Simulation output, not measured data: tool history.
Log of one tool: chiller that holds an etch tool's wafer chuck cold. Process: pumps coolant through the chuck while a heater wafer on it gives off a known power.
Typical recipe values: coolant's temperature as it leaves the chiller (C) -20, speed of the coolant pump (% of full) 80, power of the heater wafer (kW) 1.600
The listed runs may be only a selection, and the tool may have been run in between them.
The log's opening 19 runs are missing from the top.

run,hour,coolant's temperature as it leaves the chiller (C),speed of the coolant pump (% of full),power of the heater wafer (kW),chuck's temperature once it has settled (C),how much warmer the coolant comes back (C)
20,1613.8,-20,80,0.821,-13.4,1.65
21,1724.1,-20,80,0.821,-13.3,1.65
22,1794.0,-20,80,0.821,-13.3,1.67
23,1857.8,-20,80,0.821,-13.0,1.65
# hour 1893.1: chiller's thermometer calibrated
24,1909.9,-20,80,0.821,-13.2,1.59
25,2020.2,-18,77,2.397,2.6,5.20
26,2089.7,-13,69,2.381,9.1,5.81
27,2160.6,-13,69,2.381,9.2,5.78
28,2219.1,-24,86,1.600,-11.2,3.04
29,2307.0,-20,62,1.749,-2.2,4.68
30,2369.4,-20,62,1.749,-2.2,4.69
31,2423.5,-20,62,1.749,-2.4,4.73
32,2490.3,-20,80,1.749,-5.3,3.51

Forecast each of these 4 alternatives for the next run:
A,2579.3,-17,88,1.549,?,?
B,2579.3,-29,80,1.749,?,?
C,2579.3,-20,96,1.707,?,?
D,2579.3,-20,80,1.987,?,?

run,chuck's temperature once it has settled (C),how much warmer the coolant comes back (C)
A,-5.2,2.80
B,-14.3,3.51
C,-7.6,2.83
D,-3.5,3.99
With no hidden state in the tool, these same runs would have given:
run,chuck's temperature once it has settled (C),how much warmer the coolant comes back (C)
A,-5.3,2.95
B,-14.3,3.66
C,-7.7,2.98
D,-3.5,4.13
